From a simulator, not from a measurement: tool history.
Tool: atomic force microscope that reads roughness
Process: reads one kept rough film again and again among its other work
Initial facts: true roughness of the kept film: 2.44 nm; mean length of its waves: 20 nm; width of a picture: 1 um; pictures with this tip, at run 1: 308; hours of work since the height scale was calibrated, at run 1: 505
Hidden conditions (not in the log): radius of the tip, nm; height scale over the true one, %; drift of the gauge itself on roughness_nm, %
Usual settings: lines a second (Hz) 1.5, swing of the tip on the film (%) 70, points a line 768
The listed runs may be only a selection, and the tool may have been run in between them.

run,hour,lines a second (Hz),swing of the tip on the film (%),points a line,pictures with this tip,hours of work since the height scale was calibrated,roughness of the kept film (nm (root mean square))
1,0,1.5,70,768,308,505,1.356
2,25.6,1.5,70,768,343,525,1.313
3,38.9,1.5,69,768,362,536,1.3
4,62.3,1.5,69,768,394,554,1.263
# hour 65.7: new tip fitted
5,79.5,1.5,69,768,19,567,1.79
6,93.4,0.6,70,768,38,578,1.82
# hour 96.2: height scale calibrated on a step standard
7,108.5,1.17,70,768,58,10,1.743
8,123.9,1.17,70,768,79,22,1.721
9,149.1,1.17,70,768,114,41,1.628
10,178.1,1.17,79,761,153,64,1.52
11,193.3,2.93,82,274,174,76,1.278
12,217.1,0.64,75,272,207,94,1.464
13,241.3,1.42,65,289,241,113,1.403
14,254.1,1.95,70,477,258,123,1.371

Some steps in roughness of the kept film (nm (root mean square)), run to run, broken into two amounts with sign: the step expected even without the hidden condition (settings, incoming material, random variation), and the rest, left for the hidden condition together with whatever gauge scatter is not in both the measured and the hidden-condition-free result:
Run 4 -> 5: new tip fitted. roughness of the kept film (nm (root mean square)) +0.527: hidden state +0.55, all else -0.023.

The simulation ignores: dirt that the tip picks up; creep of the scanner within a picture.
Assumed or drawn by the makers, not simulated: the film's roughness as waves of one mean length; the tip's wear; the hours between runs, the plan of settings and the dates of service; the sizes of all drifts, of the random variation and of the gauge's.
